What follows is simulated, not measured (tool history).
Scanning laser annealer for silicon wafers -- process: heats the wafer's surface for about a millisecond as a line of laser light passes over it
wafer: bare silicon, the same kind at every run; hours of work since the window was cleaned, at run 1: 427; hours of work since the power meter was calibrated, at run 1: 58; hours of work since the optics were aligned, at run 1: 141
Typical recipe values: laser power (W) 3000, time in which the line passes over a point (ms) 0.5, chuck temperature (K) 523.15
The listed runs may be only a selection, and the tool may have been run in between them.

| run | hour | laser power (W) | time in which the line passes over a point (ms) | chuck temperature (K) | hours of work since the window was cleaned | hours of work since the power meter was calibrated | hours of work since the optics were aligned | highest temperature of the surface (K) |
|---|---|---|---|---|---|---|---|---|
| 1 | 0 | 3000 | 0.5 | 523.15 | 427 | 58 | 141 | 1326.15 |
| 2 | 6.8 | 3000 | 0.5 | 523.15 | 430 | 61 | 144 | 1325.15 |
| 3 | 14.5 | 3000 | 0.5 | 523.15 | 433 | 65 | 148 | 1321.15 |
| 4 | 28.8 | 3000 | 0.5 | 523.15 | 440 | 72 | 154 | 1326.15 |
| 5 | 44.6 | 3000 | 0.5 | 523.15 | 447 | 79 | 162 | 1324.15 |
| 6 | 54.6 | 3000 | 0.5 | 523.15 | 452 | 84 | 166 | 1323.15 |
| 7 | 62.3 | 3000 | 0.5 | 523.15 | 456 | 87 | 170 | 1323.15 |
| 8 | 76.2 | 3000 | 0.5 | 523.15 | 462 | 94 | 176 | 1322.15 |
| 9 | 89.2 | 3000 | 0.5 | 523.15 | 468 | 100 | 182 | 1321.15 |

What will run 10 give?
| 10 | 101 | 3000 | 0.5 | 523.15 | 474 | 105 | 188 | ? |

{"run 10": {"highest temperature of the surface (K)": 1321.15}}
Were there no unlogged condition in the tool, this run, its random variation unchanged, would have produced highest temperature of the surface (K) 1348.15.

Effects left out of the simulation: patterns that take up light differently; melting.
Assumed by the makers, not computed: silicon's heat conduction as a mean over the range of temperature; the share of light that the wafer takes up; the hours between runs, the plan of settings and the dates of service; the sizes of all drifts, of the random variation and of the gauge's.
